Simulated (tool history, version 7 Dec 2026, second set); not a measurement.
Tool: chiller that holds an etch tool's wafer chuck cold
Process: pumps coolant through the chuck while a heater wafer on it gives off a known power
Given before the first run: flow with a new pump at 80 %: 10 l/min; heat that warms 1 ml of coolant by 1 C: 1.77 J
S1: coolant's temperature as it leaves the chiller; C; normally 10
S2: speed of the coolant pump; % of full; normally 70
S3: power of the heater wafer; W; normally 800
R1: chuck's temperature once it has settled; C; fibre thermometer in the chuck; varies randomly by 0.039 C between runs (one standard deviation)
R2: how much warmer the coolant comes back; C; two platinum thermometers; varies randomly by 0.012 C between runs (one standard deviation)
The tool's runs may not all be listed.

{"run": 1, "hour": 0.0, "S1": 10, "S2": 70, "S3": 800, "R1": 15.77, "R2": 3.16}
{"run": 2, "hour": 59.0, "S1": 10, "S2": 70, "S3": 800, "R1": 15.78, "R2": 3.19}
{"run": 3, "hour": 97.1, "S1": 10, "S2": 70, "S3": 676, "R1": 14.85, "R2": 2.67}
{"run": 4, "hour": 166.2, "S1": 10, "S2": 70, "S3": 676, "R1": 14.76, "R2": 2.69}
{"run": 5, "hour": 232.3, "S1": 10, "S2": 70, "S3": 676, "R1": 14.84, "R2": 2.68}
{"run": 6, "hour": 270.6, "S1": 10, "S2": 70, "S3": 1114, "R1": 18.27, "R2": 4.42}
{"run": 7, "hour": 309.3, "S1": 10, "S2": 70, "S3": 1114, "R1": 18.22, "R2": 4.42}
{"run": 8, "hour": 356.7, "S1": 10, "S2": 70, "S3": 1114, "R1": 18.23, "R2": 4.45}
{"run": 9, "hour": 421.8, "S1": 10, "S2": 70, "S3": 1114, "R1": 18.21, "R2": 4.42}
{"run": 10, "hour": 476.8, "S1": 10, "S2": 70, "S3": 1114, "R1": 18.23, "R2": 4.43}
{"run": 11, "hour": 529.0, "S1": 10, "S2": 70, "S3": 1114, "R1": 18.23, "R2": 4.45}
{"run": 12, "hour": 560.5, "S1": 10, "S2": 70, "S3": 1114, "R1": 18.31, "R2": 4.46}
{"run": 13, "hour": 591.7, "S1": 10, "S2": 63, "S3": 800, "R1": 16.49, "R2": 3.57}
{"run": 14, "hour": 646.3, "S1": 10, "S2": 63, "S3": 800, "R1": 16.5, "R2": 3.59}
{"run": 15, "hour": 684.9, "S1": 10, "S2": 63, "S3": 800, "R1": 16.45, "R2": 3.59}
{"run": 16, "hour": 721.5, "S1": 10, "S2": 63, "S3": 800, "R1": 16.51, "R2": 3.6}
{"run": 17, "hour": 781.1, "S1": 17, "S2": 71, "S3": 724, "R1": 22.15, "R2": 2.85}
{"run": 18, "hour": 851.0, "S1": 17, "S2": 80, "S3": 1198, "R1": 24.72, "R2": 4.11}
{"run": 19, "hour": 902.5, "S1": 15, "S2": 67, "S3": 593, "R1": 19.38, "R2": 2.47}
{"run": 20, "hour": 972.2, "S1": 4, "S2": 72, "S3": 800, "R1": 9.58, "R2": 3.09}
{"run": 21, "hour": 1038.5, "S1": 4, "S2": 73, "S3": 670, "R1": 8.46, "R2": 2.56}
{"run": 22, "hour": 1095.6, "S1": 4, "S2": 92, "S3": 1045, "R1": 9.67, "R2": 3.11}
{"run": 23, "hour": 1160.0, "S1": 16, "S2": 87, "S3": 1045, "R1": 22.0, "R2": 3.29}
{"run": 24, "hour": 1217.5, "S1": 16, "S2": 87, "S3": 1045, "R1": 22.08, "R2": 3.31}
{"run": 25, "hour": 1287.4, "S1": 10, "S2": 70, "S3": 418, "R1": 12.74, "R2": 1.68}
{"run": 26, "hour": 1337.0, "S1": 10, "S2": 70, "S3": 418, "R1": 12.74, "R2": 1.68}
{"run": 27, "hour": 1369.2, "S1": 10, "S2": 70, "S3": 418, "R1": 12.77, "R2": 1.68}
{"run": 28, "hour": 1412.2, "S1": 1, "S2": 70, "S3": 519, "R1": 4.5, "R2": 2.09}
{"run": 29, "hour": 1460.6, "S1": 1, "S2": 70, "S3": 519, "R1": 4.5, "R2": 2.09}
{"run": 30, "hour": 1493.5, "S1": 15, "S2": 73, "S3": 510, "R1": 18.29, "R2": 1.98}
{"run": 31, "hour": 1565.0, "S1": 1, "S2": 86, "S3": 1071, "R1": 7.34, "R2": 3.42}

What if the next run were any one of these 3? Each begins from the tool's condition after run 31:
{"run": "A", "hour": 1626.5, "S1": 10, "S2": 94, "S3": 741, "R1": "?", "R2": "?"}
{"run": "B", "hour": 1626.5, "S1": 4, "S2": 100, "S3": 1071, "R1": "?", "R2": "?"}
{"run": "C", "hour": 1626.5, "S1": 1, "S2": 86, "S3": 591, "R1": "?", "R2": "?"}

run=A R1=13.75 R2=2.16
run=B R1=9.32 R2=2.91
run=C R1=4.27 R2=1.90
Without the tool's unlogged condition, the same runs would have read:
run=A R1=14.17 R2=2.12
run=B R1=9.67 R2=2.84
run=C R1=4.71 R2=1.86
